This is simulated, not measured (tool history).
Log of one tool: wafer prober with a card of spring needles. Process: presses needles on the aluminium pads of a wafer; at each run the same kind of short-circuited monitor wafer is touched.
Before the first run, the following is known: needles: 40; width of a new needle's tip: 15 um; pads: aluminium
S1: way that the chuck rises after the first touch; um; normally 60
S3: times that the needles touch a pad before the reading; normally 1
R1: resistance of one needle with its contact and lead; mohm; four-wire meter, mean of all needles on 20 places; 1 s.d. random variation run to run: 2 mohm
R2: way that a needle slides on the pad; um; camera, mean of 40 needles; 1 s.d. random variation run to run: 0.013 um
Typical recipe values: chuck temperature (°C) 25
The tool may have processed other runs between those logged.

{"run": 1, "hour": 0.0, "S1": 60, "chuck temperature (°C)": 25, "S3": 1, "R1": 298, "R2": 15.66}
{"run": 2, "hour": 13.3, "S1": 60, "chuck temperature (°C)": 31, "S3": 1, "R1": 424, "R2": 15.64}
{"hour": 20.0, "done": "tips cleaned on abrasive film"}
{"run": 3, "hour": 32.3, "S1": 60, "chuck temperature (°C)": 31, "S3": 1, "R1": 521, "R2": 15.63}
{"hour": 43.2, "done": "tips cleaned on abrasive film"}
{"run": 4, "hour": 55.7, "S1": 60, "chuck temperature (°C)": 27, "S3": 1, "R1": 434, "R2": 15.57}
{"hour": 67.4, "done": "tips cleaned on abrasive film"}
{"run": 5, "hour": 82.4, "S1": 60, "chuck temperature (°C)": 27, "S3": 1, "R1": 449, "R2": 15.54}
{"hour": 86.9, "done": "height of the first contact set anew"}
{"hour": 91.4, "done": "tips cleaned on abrasive film"}
{"run": 6, "hour": 108.5, "S1": 60, "chuck temperature (°C)": 26, "S3": 1, "R1": 452, "R2": 15.74}
{"hour": 114.4, "done": "tips cleaned on abrasive film"}
{"run": 7, "hour": 129.2, "S1": 60, "chuck temperature (°C)": 26, "S3": 1, "R1": 439, "R2": 15.75}
{"hour": 137.1, "done": "tips cleaned on abrasive film"}
{"run": 8, "hour": 157.8, "S1": 60, "chuck temperature (°C)": 26, "S3": 1, "R1": 452, "R2": 15.74}
{"hour": 159.7, "done": "tips cleaned on abrasive film"}
{"run": 9, "hour": 178.2, "S1": 60, "chuck temperature (°C)": 26, "S3": 1, "R1": 457, "R2": 15.71}
{"hour": 183.5, "done": "tips cleaned on abrasive film, once more"}
{"run": 10, "hour": 203.1, "S1": 60, "chuck temperature (°C)": 26, "S3": 1, "R1": 460, "R2": 15.67}
{"hour": 207.6, "done": "tips cleaned on abrasive film"}
{"run": 11, "hour": 221.8, "S1": 60, "chuck temperature (°C)": 26, "S3": 1, "R1": 446, "R2": 15.68}
{"hour": 231.2, "done": "tips cleaned on abrasive film"}
{"run": 12, "hour": 239.8, "S1": 60, "chuck temperature (°C)": 25, "S3": 1, "R1": 402, "R2": 15.64}
{"hour": 254.1, "done": "tips cleaned on abrasive film"}
{"run": 13, "hour": 258.7, "S1": 60, "chuck temperature (°C)": 25, "S3": 1, "R1": 350, "R2": 15.6}
{"hour": 278.3, "done": "tips cleaned on abrasive film"}
{"run": 14, "hour": 288.3, "S1": 60, "chuck temperature (°C)": 44, "S3": 1, "R1": 426, "R2": 15.6}
{"hour": 302.5, "done": "tips cleaned on abrasive film"}
{"run": 15, "hour": 315.5, "S1": 60, "chuck temperature (°C)": 44, "S3": 1, "R1": 437, "R2": 15.55}
{"hour": 325.9, "done": "tips cleaned on abrasive film"}
{"run": 16, "hour": 344.3, "S1": 60, "chuck temperature (°C)": 25, "S3": 1, "R1": 468, "R2": 15.57}
{"hour": 347.4, "done": "height of the first contact set anew"}
{"hour": 348.9, "done": "tips cleaned on abrasive film"}
{"hour": 373.2, "done": "tips cleaned on abrasive film"}
{"run": 17, "hour": 373.2, "S1": 60, "chuck temperature (°C)": 25, "S3": 1, "R1": 242, "R2": 15.73}
{"run": 18, "hour": 393.5, "S1": 54, "chuck temperature (°C)": 60, "S3": 1, "R1": 526, "R2": 14.15}
{"hour": 396.3, "done": "tips cleaned on abrasive film"}
{"run": 19, "hour": 408.9, "S1": 48, "chuck temperature (°C)": 72, "S3": 1, "R1": 537, "R2": 12.55}
{"hour": 420.0, "done": "tips cleaned on abrasive film"}
{"run": 20, "hour": 421.7, "S1": 62, "chuck temperature (°C)": 38, "S3": 1, "R1": 280, "R2": 16.23}
{"hour": 443.0, "done": "tips cleaned on abrasive film"}
{"run": 21, "hour": 448.6, "S1": 62, "chuck temperature (°C)": 38, "S3": 1, "R1": 358, "R2": 16.2}
{"run": 22, "hour": 460.8, "S1": 62, "chuck temperature (°C)": 38, "S3": 1, "R1": 452, "R2": 16.21}
{"hour": 465.7, "done": "tips cleaned on abrasive film"}
{"run": 23, "hour": 487.6, "S1": 62, "chuck temperature (°C)": 38, "S3": 1, "R1": 463, "R2": 16.19}
{"hour": 490.4, "done": "tips cleaned on abrasive film"}
{"hour": 513.5, "done": "tips cleaned on abrasive film"}
{"run": 24, "hour": 516.8, "S1": 62, "chuck temperature (°C)": 96, "S3": 2, "R1": 293, "R2": 16.15}
{"hour": 537.4, "done": "tips cleaned on abrasive film"}
{"run": 25, "hour": 537.7, "S1": 62, "chuck temperature (°C)": 96, "S3": 2, "R1": 255, "R2": 16.15}
{"run": 26, "hour": 557.4, "S1": 62, "chuck temperature (°C)": 96, "S3": 2, "R1": 372, "R2": 16.13}
{"hour": 560.4, "done": "tips cleaned on abrasive film"}
{"run": 27, "hour": 571.4, "S1": 62, "chuck temperature (°C)": 96, "S3": 2, "R1": 354, "R2": 16.12}
{"hour": 583.0, "done": "tips cleaned on abrasive film"}
{"run": 28, "hour": 598.5, "S1": 62, "chuck temperature (°C)": 96, "S3": 2, "R1": 369, "R2": 16.06}
{"hour": 606.3, "done": "tips cleaned on abrasive film"}
{"hour": 606.6, "done": "height of the first contact set anew"}
{"run": 29, "hour": 613.9, "S1": 62, "chuck temperature (°C)": 96, "S3": 2, "R1": 321, "R2": 16.33}
{"run": 30, "hour": 626.7, "S1": 71, "chuck temperature (°C)": 50, "S3": 2, "R1": 329, "R2": 18.66}
{"hour": 630.9, "done": "tips cleaned on abrasive film"}
{"hour": 655.9, "done": "tips cleaned on abrasive film"}
{"run": 31, "hour": 655.9, "S1": 60, "chuck temperature (°C)": 25, "S3": 2, "R1": 230, "R2": 15.73}
{"hour": 678.5, "done": "tips cleaned on abrasive film"}
{"run": 32, "hour": 678.5, "S1": 60, "chuck temperature (°C)": 25, "S3": 2, "R1": 240, "R2": 15.73}

Table of differences, measured result less the result of that run with no hidden state. Run-to-run variation is the same in both. Gauge scatter possibly is not:
Hidden state at play: debris on the tips, nm; way that the needles fall short of the set height, um; tips' diameter, um; drift of the gauge itself on contact_mohm, %; drift of the gauge itself on scrub_um, %.
run=1 R1=+81 R2=-0.14
run=2 R1=+205 R2=-0.13
run=3 R1=+303 R2=-0.18
run=4 R1=+213 R2=-0.21
run=5 R1=+231 R2=-0.23
run=6 R1=+237 R2=-0.02
run=7 R1=+224 R2=-0.04
run=8 R1=+242 R2=-0.06
run=9 R1=+241 R2=-0.08
run=10 R1=+244 R2=-0.10
run=11 R1=+230 R2=-0.12
run=12 R1=+186 R2=-0.14
run=13 R1=+134 R2=-0.17
run=14 R1=+203 R2=-0.19
run=15 R1=+216 R2=-0.21
run=16 R1=+251 R2=-0.23
run=17 R1=+28 R2=-0.05
run=18 R1=+297 R2=-0.05
run=19 R1=+306 R2=-0.07
run=20 R1=+63 R2=-0.10
run=21 R1=+135 R2=-0.12
run=22 R1=+232 R2=-0.11
run=23 R1=+244 R2=-0.13
run=24 R1=+58 R2=-0.17
run=25 R1=+21 R2=-0.20
run=26 R1=+137 R2=-0.20
run=27 R1=+116 R2=-0.22
run=28 R1=+128 R2=-0.25
run=29 R1=+88 R2=+0.00
run=30 R1=+110 R2=+0.00
run=31 R1=+14 R2=-0.05
run=32 R1=+23 R2=-0.06
